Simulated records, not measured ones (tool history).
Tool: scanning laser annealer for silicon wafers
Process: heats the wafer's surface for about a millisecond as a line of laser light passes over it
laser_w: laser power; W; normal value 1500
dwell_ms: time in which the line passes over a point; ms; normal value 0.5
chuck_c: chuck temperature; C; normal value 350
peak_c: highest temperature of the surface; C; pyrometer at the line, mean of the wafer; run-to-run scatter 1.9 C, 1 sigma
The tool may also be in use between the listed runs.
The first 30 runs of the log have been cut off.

| run | hour | laser_w | dwell_ms | chuck_c | hours of work since the window was cleaned | hours of work since the power meter was calibrated | hours of work since the optics were aligned | peak_c |
|---|---|---|---|---|---|---|---|---|
| 31 | 523.1 | 1478 | 0.495 | 350 | 414 | 436 | 709 | 1171 |
| 32 | 541.2 | 1478 | 0.495 | 350 | 424 | 446 | 719 | 1170 |
|  | 552.5 | window over the wafer cleaned |
|  | 559.4 | optics aligned, line set to its width |
| 33 | 560.3 | 1478 | 0.495 | 350 | 1 | 452 | 0 | 1173 |
| 34 | 583.9 | 1278 | 0.42 | 314 | 14 | 465 | 13 | 961 |
| 35 | 602.2 | 1416 | 0.42 | 318 | 24 | 475 | 23 | 1043 |
| 36 | 614.5 | 1500 | 0.383 | 341 | 31 | 481 | 30 | 1066 |
| 37 | 631.5 | 1535 | 0.356 | 314 | 40 | 491 | 39 | 1028 |
| 38 | 647.5 | 1624 | 0.402 | 311 | 48 | 499 | 47 | 1118 |
| 39 | 669.9 | 1340 | 0.385 | 362 | 60 | 511 | 59 | 1010 |

Estimate the outcome of run 40 from the log above:
| 40 | 686.7 | 1500 | 0.363 | 386 | 69 | 520 | 68 | ? |

peak_c: 1088 C
Minus the tool's unlogged condition, the same run would have read peak_c 1088 C.
